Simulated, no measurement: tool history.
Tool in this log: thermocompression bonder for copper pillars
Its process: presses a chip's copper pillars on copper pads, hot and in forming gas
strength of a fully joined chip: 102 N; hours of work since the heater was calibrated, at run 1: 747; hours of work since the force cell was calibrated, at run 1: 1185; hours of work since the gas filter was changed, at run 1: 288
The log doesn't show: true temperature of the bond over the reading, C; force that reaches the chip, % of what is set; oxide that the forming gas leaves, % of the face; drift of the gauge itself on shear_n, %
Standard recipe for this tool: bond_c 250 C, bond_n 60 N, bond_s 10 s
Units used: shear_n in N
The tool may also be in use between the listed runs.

run   hour  bond_c  bond_n  bond_s  hours of work since the heater was calibrated  hours of work since the force cell was calibrated  hours of work since the gas filter was changed  shear_n
  1      0     250      60      10                                            747                                               1185                                             288     71.9
         6  -- force cell calibrated
  2   55.1     250      60      10                                            782                                                 32                                             323     67.8
  3   87.6     250      60      10                                            803                                                 53                                             344     68.5
  4  127.9     250      60      10                                            830                                                 80                                             370     68.1
  5  161.3     250      60      10                                            852                                                102                                             392     68.5
     165.3  -- forming gas filter changed
  6  216.4     250      60      25                                            887                                                137                                              33     89.5
  7  257.5     250      60      25                                            914                                                164                                              60     90.2
  8  297.8     250      36      25                                            941                                                191                                              87     62.8
  9  340.3     250      60      10                                            968                                                218                                             114     73.8
 10  389.5     250      60      10                                           1001                                                251                                             147     71.9
 11  437.3     250      60      10                                           1032                                                282                                             178     73.5
 12  481.9     250      60      10                                           1061                                                311                                             207     72.4
 13    517     275      42       5                                           1084                                                334                                             230     54.3
 14  547.5     275      42       5                                           1104                                                354                                             250     55.7
 15  581.6     250      84      10                                           1126                                                376                                             272     85.6
 16  629.8     250      43      10                                           1158                                                408                                             304     54.8
 17  657.3     262      73       7                                           1176                                                426                                             322     79.6
 18  698.4     275      74      23                                           1203                                                453                                             349       90
 19  734.6     265      41      17                                           1226                                                476                                             373       68
 20    758     250      61       7                                           1242                                                492                                             388     65.2
     767.6  -- forming gas filter changed
 21  807.1     280      39      29                                           1274                                                524                                              26     89.4
 22  862.7     230      60      18                                           1310                                                560                                              62     75.3
 23  885.1     230      60      18                                           1325                                                575                                              77     76.9
 24  925.3     230      60      18                                           1351                                                601                                             103     74.4

Each row is a separate what-if for the run after 24, all from the same tool condition, not one after another. Results?
  A  973.7     229      89      16                                           1383                                                633                                             135        ?
  B  973.7     250      50      10                                           1383                                                633                                             135        ?
  C  973.7     230      68      10                                           1383                                                633                                             135        ?
  D  973.7     261      60      13                                           1383                                                633                                             135        ?
  E  973.7     268      47      16                                           1383                                                633                                             135        ?

run  shear_n
  A     91.1
  B     66.2
  C     71.3
  D     84.1
  E     81.4
Without the tool's hidden state the same runs would have given:
run  shear_n
  A     90.2
  B     62.9
  C     67.9
  D     82.7
  E     79.5
